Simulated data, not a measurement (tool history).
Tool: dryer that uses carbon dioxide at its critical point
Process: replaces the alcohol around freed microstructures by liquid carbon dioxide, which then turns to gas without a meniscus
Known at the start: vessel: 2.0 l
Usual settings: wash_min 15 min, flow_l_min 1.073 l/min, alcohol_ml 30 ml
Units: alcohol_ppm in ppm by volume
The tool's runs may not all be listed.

| run | hour | wash_min | flow_l_min | alcohol_ml | alcohol_ppm |
|---|---|---|---|---|---|
| 1 | 0.0 | 15 | 1.073 | 30 | 60 |
| 2 | 37.2 | 15 | 1.073 | 30 | 75 |
| 3 | 77.1 | 15 | 1.073 | 30 | 73 |
| 4 | 99.6 | 15 | 1.073 | 30 | 73 |
| 5 | 127.8 | 15 | 1.073 | 75 | 132 |
| 6 | 166.7 | 15 | 1.073 | 75 | 149 |
|  | 171.0 | inlet filter changed |
| 7 | 184.3 | 15 | 1.073 | 30 | 69 |
| 8 | 221.9 | 15 | 1.073 | 30 | 77 |
| 9 | 260.1 | 15 | 1.073 | 30 | 89 |
| 10 | 284.9 | 15 | 1.073 | 30 | 86 |
| 11 | 308.6 | 15 | 1.073 | 30 | 85 |
| 12 | 340.8 | 15 | 1.073 | 30 | 92 |
| 13 | 375.9 | 15 | 1.073 | 30 | 99 |
| 14 | 401.9 | 15 | 1.073 | 30 | 100 |
| 15 | 430.1 | 15 | 1.073 | 30 | 101 |
|  | 437.5 | inlet filter changed |
| 16 | 456.0 | 23 | 1.073 | 30 | 76 |
| 17 | 480.6 | 15 | 0.790 | 55 | 371 |
| 18 | 512.6 | 17 | 0.740 | 57 | 337 |
| 19 | 537.2 | 17 | 0.670 | 69 | 581 |
| 20 | 558.3 | 17 | 1.480 | 38 | 68 |
| 21 | 595.5 | 23 | 1.073 | 79 | 73 |
| 22 | 611.5 | 15 | 0.770 | 25 | 268 |
| 23 | 650.6 | 15 | 0.770 | 25 | 266 |
| 24 | 675.9 | 15 | 1.073 | 54 | 151 |
|  | 706.1 | inlet filter changed |
| 25 | 711.7 | 15 | 1.710 | 46 | 88 |
| 26 | 736.0 | 19 | 0.730 | 22 | 138 |
| 27 | 774.9 | 11 | 1.440 | 66 | 140 |
| 28 | 801.4 | 17 | 1.280 | 66 | 95 |
| 29 | 825.7 | 17 | 1.280 | 66 | 98 |
| 30 | 859.7 | 17 | 1.280 | 66 | 105 |

5 ways to go on from here, each from the tool as it stands after run 30. What would each give?
| A | 887.7 | 20 | 0.760 | 35 | ? |
| B | 887.7 | 17 | 0.870 | 28 | ? |
| C | 887.7 | 17 | 1.130 | 64 | ? |
| D | 887.7 | 13 | 1.280 | 66 | ? |
| E | 887.7 | 9 | 1.040 | 21 | ? |

| run | alcohol_ppm |
|---|---|
| A | 159 |
| B | 155 |
| C | 119 |
| D | 149 |
| E | 404 |
Without the tool's hidden state the same runs would have given:
| run | alcohol_ppm |
|---|---|
| A | 52 |
| B | 49 |
| C | 20 |
| D | 43 |
| E | 260 |
